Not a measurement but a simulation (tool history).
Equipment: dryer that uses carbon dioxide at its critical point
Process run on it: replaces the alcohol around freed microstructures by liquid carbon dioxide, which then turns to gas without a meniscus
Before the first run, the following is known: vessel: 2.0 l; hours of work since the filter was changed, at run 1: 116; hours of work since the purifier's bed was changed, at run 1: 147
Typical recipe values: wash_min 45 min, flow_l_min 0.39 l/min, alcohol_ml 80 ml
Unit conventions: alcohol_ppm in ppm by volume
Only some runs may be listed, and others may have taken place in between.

| run | day | wash_min | flow_l_min | alcohol_ml | hours of work since the filter was changed | hours of work since the purifier's bed was changed | alcohol_ppm |
|---|---|---|---|---|---|---|---|
| 1 | 0 | 45 | 0.39 | 80 | 116 | 147 | 55 |
| 2 | 0.271 | 45 | 0.39 | 80 | 121 | 152 | 53 |
| 3 | 0.504 | 45 | 0.39 | 57 | 125 | 156 | 51 |
| 4 | 0.846 | 45 | 0.39 | 57 | 131 | 162 | 53 |
| 5 | 1.079 | 45 | 0.39 | 57 | 135 | 166 | 50 |
| 6 | 1.288 | 45 | 0.39 | 22 | 139 | 170 | 50 |
| 7 | 1.562 | 45 | 0.39 | 22 | 143 | 175 | 39 |
| 8 | 1.767 | 38 | 0.311 | 80 | 147 | 179 | 340 |
| 9 | 2.1 | 38 | 0.311 | 41 | 153 | 185 | 193 |

Forecast run 10:
| 10 | 2.446 | 38 | 0.311 | 41 | 159 | 191 | ? |

Run 10 measured alcohol_ppm 195 ppm by volume.
The same run, on a tool lacking any hidden state, would have yielded alcohol_ppm 87 ppm by volume.
